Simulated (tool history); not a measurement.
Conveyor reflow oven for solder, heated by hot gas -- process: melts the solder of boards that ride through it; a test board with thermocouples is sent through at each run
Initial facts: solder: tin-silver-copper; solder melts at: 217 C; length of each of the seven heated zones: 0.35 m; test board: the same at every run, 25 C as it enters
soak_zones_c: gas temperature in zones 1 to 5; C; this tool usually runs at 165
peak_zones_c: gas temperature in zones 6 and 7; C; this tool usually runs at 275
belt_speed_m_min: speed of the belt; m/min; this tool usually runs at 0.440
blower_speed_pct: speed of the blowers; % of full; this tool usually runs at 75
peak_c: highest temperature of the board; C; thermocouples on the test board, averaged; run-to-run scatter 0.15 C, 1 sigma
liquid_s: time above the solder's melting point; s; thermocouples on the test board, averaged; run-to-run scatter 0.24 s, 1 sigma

run   hour  soak_zones_c  peak_zones_c  belt_speed_m_min  blower_speed_pct  peak_c  liquid_s
  1    0.0           165           275             0.440                75   259.6      75.1
  2   23.3           165           275             0.440                75   259.3      74.6
  3   56.1           165           275             0.440                75   258.7      75.0
  4   94.1           165           275             0.440                78   259.3      75.0
  5  134.5           165           275             0.440                78   258.9      75.1
  6  167.9           173           275             0.440                75   259.4      78.3
  7  206.9           165           275             0.440                75   257.7      74.1
  8  242.3           165           275             0.440                75   257.7      73.7
  9  267.5           165           275             0.440                75   257.4      73.0
 10  303.4           165           275             0.440                75   257.2      73.1
 11  344.5           165           275             0.455                75   255.6      68.7
 12  386.3           165           275             0.455                75   255.1      68.6
 13  411.4           165           275             0.455                75   255.2      68.6
 14  441.5           162           275             0.440                75   258.8      73.7
 15  466.8           165           275             0.440                77   259.7      75.9
 16  506.5           166           283             0.355                75   272.5     105.7
 17  532.4           161           265             0.462                63   244.3      55.1
 18  554.6           155           267             0.494                62   241.4      45.7
 19  580.9           166           275             0.462                75   257.0      69.9
 20  626.4           161           264             0.364                88   254.8      88.9
 21  667.1           161           264             0.464                88   248.3      61.6
 22  709.8           168           275             0.440                74   259.2      77.0
 23  745.9           165           275             0.440                65   256.1      73.0
 24  781.6           165           275             0.440                65   256.1      72.9
 25  815.4           172           278             0.386                75   265.9      95.6
 26  845.5           172           278             0.386                75   265.5      95.6
 27  871.6           172           278             0.386                75   265.6      95.6
 28  898.4           172           267             0.386                75   255.0      87.7
 29  940.1           172           267             0.386                75   254.8      88.2
 30  985.2           155           269             0.371                87   258.6      89.4

Taken out of this log: 4 entries between the listed runs. Where each belongs, and how the hidden state differs across it:
Between runs 8 and 9: flux residue cleaned out of gas plates and filters (hour 261.1)
  heat that the gas passes to the board, % of a clean oven's: 92.7 -> 90.7; belt's true speed, % of the reading: 99.07 -> 99.03; true gas temperature in zones 6 and 7 over the reading, C: -1.37 -> -1.39
  what was measured, less what the result would be without the hidden state, peak_c: -2.7 -> -3.2 C; liquid_s: -1.6 -> -2.1 s
Between runs 13 and 14: flux residue cleaned out of gas plates and filters, once more (hour 429.5)
  heat that the gas passes to the board, % of a clean oven's: 87.5 -> 99.4; belt's true speed, % of the reading: 98.78 -> 98.73; true gas temperature in zones 6 and 7 over the reading, C: -1.56 -> -1.58
  what was measured, less what the result would be without the hidden state, peak_c: -4.2 -> -1.2 C; liquid_s: -3.0 -> +0.2 s
Between runs 21 and 22: flux residue cleaned out of gas plates and filters (hour 691.8)
  heat that the gas passes to the board, % of a clean oven's: 93.7 -> 99.2; belt's true speed, % of the reading: 98.33 -> 98.26; true gas temperature in zones 6 and 7 over the reading, C: -1.83 -> -1.87
  what was measured, less what the result would be without the hidden state, peak_c: -2.7 -> -1.3 C; liquid_s: -1.8 -> +0.5 s
Between runs 29 and 30: flux residue cleaned out of gas plates and filters (hour 953.2)
  heat that the gas passes to the board, % of a clean oven's: 93.4 -> 98.5; belt's true speed, % of the reading: 97.83 -> 97.76; true gas temperature in zones 6 and 7 over the reading, C: -2.12 -> -2.16
  what was measured, less what the result would be without the hidden state, peak_c: -2.6 -> -1.8 C; liquid_s: -0.4 -> +0.8 s
